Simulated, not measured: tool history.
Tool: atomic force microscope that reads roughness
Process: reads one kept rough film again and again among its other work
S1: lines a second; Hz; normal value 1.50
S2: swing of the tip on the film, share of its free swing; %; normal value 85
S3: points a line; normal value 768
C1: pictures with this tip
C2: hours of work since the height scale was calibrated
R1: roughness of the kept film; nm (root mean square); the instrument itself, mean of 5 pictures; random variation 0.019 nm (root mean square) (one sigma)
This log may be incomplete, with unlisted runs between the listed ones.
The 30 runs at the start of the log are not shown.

-- hour=453.7 new tip fitted
run 31 hour=453.7 | S1=1.50 S2=77 S3=380 | C1=0 C2=529 | R1=4.779
run 32 hour=473.8 | S1=1.74 S2=77 S3=380 | C1=37 C2=541 | R1=4.567
run 33 hour=494.9 | S1=1.74 S2=77 S3=380 | C1=77 C2=554 | R1=4.426
run 34 hour=506.6 | S1=1.74 S2=77 S3=380 | C1=99 C2=561 | R1=4.354
-- hour=509.2 new tip fitted
run 35 hour=521.8 | S1=2.17 S2=86 S3=468 | C1=23 C2=570 | R1=4.118
run 36 hour=531.1 | S1=1.50 S2=82 S3=768 | C1=41 C2=576 | R1=4.497
run 37 hour=549.6 | S1=0.56 S2=57 S3=903 | C1=76 C2=587 | R1=5.077
-- hour=565.6 new tip fitted
run 38 hour=570.1 | S1=0.56 S2=57 S3=903 | C1=8 C2=599 | R1=5.342
run 39 hour=584.4 | S1=0.56 S2=57 S3=903 | C1=35 C2=608 | R1=5.227
run 40 hour=604.0 | S1=0.56 S2=57 S3=903 | C1=72 C2=620 | R1=5.072
run 41 hour=613.0 | S1=0.56 S2=57 S3=903 | C1=89 C2=625 | R1=4.982
-- hour=621.2 new tip fitted
run 42 hour=632.6 | S1=0.56 S2=57 S3=903 | C1=21 C2=637 | R1=5.257
run 43 hour=644.4 | S1=0.56 S2=57 S3=903 | C1=43 C2=644 | R1=5.192
run 44 hour=653.1 | S1=0.56 S2=59 S3=845 | C1=60 C2=649 | R1=5.116
run 45 hour=665.4 | S1=0.56 S2=59 S3=845 | C1=83 C2=657 | R1=5.017
run 46 hour=675.6 | S1=0.96 S2=63 S3=627 | C1=102 C2=663 | R1=4.886
-- hour=678.0 new tip fitted
run 47 hour=689.2 | S1=2.38 S2=61 S3=751 | C1=21 C2=671 | R1=4.918
run 48 hour=699.8 | S1=2.38 S2=61 S3=751 | C1=41 C2=677 | R1=4.872
run 49 hour=710.7 | S1=2.38 S2=61 S3=751 | C1=62 C2=684 | R1=4.813

Each row is a separate what-if for the run after 49, all from the same tool condition, not one after another. Results?
run A hour=730.8 | S1=2.38 S2=55 S3=390 | C1=99 C2=696 | R1=?
run B hour=730.8 | S1=1.77 S2=58 S3=768 | C1=99 C2=696 | R1=?
run C hour=730.8 | S1=3.40 S2=72 S3=352 | C1=99 C2=696 | R1=?
run D hour=730.8 | S1=2.38 S2=61 S3=939 | C1=99 C2=696 | R1=?

run=A R1=4.806
run=B R1=4.857
run=C R1=4.130
run=D R1=4.679
With the hidden condition removed and each run's random variation left untouched, the same runs would have given:
run=A R1=5.142
run=B R1=5.195
run=C R1=4.418
run=D R1=5.006

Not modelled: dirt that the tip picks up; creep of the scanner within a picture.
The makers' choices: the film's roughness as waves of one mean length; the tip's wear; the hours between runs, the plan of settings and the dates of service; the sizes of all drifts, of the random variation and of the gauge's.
